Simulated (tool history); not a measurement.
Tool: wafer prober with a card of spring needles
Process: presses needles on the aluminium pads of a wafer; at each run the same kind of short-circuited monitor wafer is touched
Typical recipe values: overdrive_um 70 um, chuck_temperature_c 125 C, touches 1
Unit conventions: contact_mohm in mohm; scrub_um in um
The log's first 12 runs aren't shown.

run	hour	overdrive_um	chuck_temperature_c	touches	touches since the tips were cleaned	cleanings since the card got new needles	touches since the first contact's height was set	contact_mohm	scrub_um
# hour 234.5: tips cleaned on abrasive film
13	238.7	70	125	1	818	38	75294	195	19.31
# hour 254.3: tips cleaned on abrasive film
14	258.1	70	125	1	731	39	79082	198	19.37
# hour 274.4: tips cleaned on abrasive film
15	274.4	60	125	1	0	40	82283	199	16.47
16	289.6	60	125	1	2993	40	85276	198	16.49
# hour 295.3: tips cleaned on abrasive film
# hour 300.1: height of the first contact set anew
17	313.4	58	125	1	3498	41	2609	202	16.05
# hour 314.8: tips cleaned on abrasive film
# hour 334.9: tips cleaned on abrasive film
18	338.8	63	125	1	767	43	7579	200	17.31
# hour 354.7: tips cleaned on abrasive film
19	358.4	84	26	1	734	44	11412	173	23.21
20	373.1	52	125	2	3621	44	14299	205	14.27
# hour 374.5: tips cleaned on abrasive film
# hour 395: tips cleaned on abrasive film
21	396.2	62	35	1	230	46	18801	178	17.06
# hour 416: tips cleaned on abrasive film
22	421.8	65	35	2	1153	47	23830	177	17.87
23	432.7	70	59	2	3295	47	25972	182	19.35
# hour 435.5: tips cleaned on abrasive film
# hour 455.8: tips cleaned on abrasive film
24	459.5	60	59	1	734	49	31200	184	16.59
# hour 475.6: tips cleaned on abrasive film
25	475.6	70	82	1	0	50	34347	186	19.37
# hour 495.6: tips cleaned on abrasive film
26	501.6	70	26	1	1192	51	39453	176	19.31
# hour 515: tips cleaned on abrasive film
27	515.3	70	26	1	61	52	42125	174	19.28
28	533.6	70	26	1	3656	52	45720	175	19.3
# hour 535.5: tips cleaned on abrasive film
29	545.2	85	28	2	1899	53	47983	171	23.4
# hour 555.1: tips cleaned on abrasive film
30	560.4	79	125	1	1042	54	50952	189	21.83
# hour 574.4: tips cleaned on abrasive film
31	579.1	79	125	1	923	55	54611	197	21.79
# hour 594.8: tips cleaned on abrasive film
32	599.7	83	125	1	958	56	58642	191	22.9

Branching from run 32: 5 alternative next runs. What would each branch give?
# hour 615.2: tips cleaned on abrasive film
A	626.2	83	99	1	2161	57	63843	?	?
# hour 615.2: tips cleaned on abrasive film
B	626.2	87	125	2	2161	57	63843	?	?
# hour 615.2: tips cleaned on abrasive film
C	626.2	59	47	1	2161	57	63843	?	?
# hour 615.2: tips cleaned on abrasive film
D	626.2	70	26	1	2161	57	63843	?	?
# hour 615.2: tips cleaned on abrasive film
E	626.2	89	47	1	2161	57	63843	?	?

run	contact_mohm	scrub_um
A	188	22.89
B	190	24.03
C	182	16.29
D	178	19.34
E	175	24.45
Stripped of hidden state, with their random variation kept, the same runs would have yielded:
run	contact_mohm	scrub_um
A	188	22.89
B	190	24.03
C	182	16.3
D	178	19.34
E	174	24.46
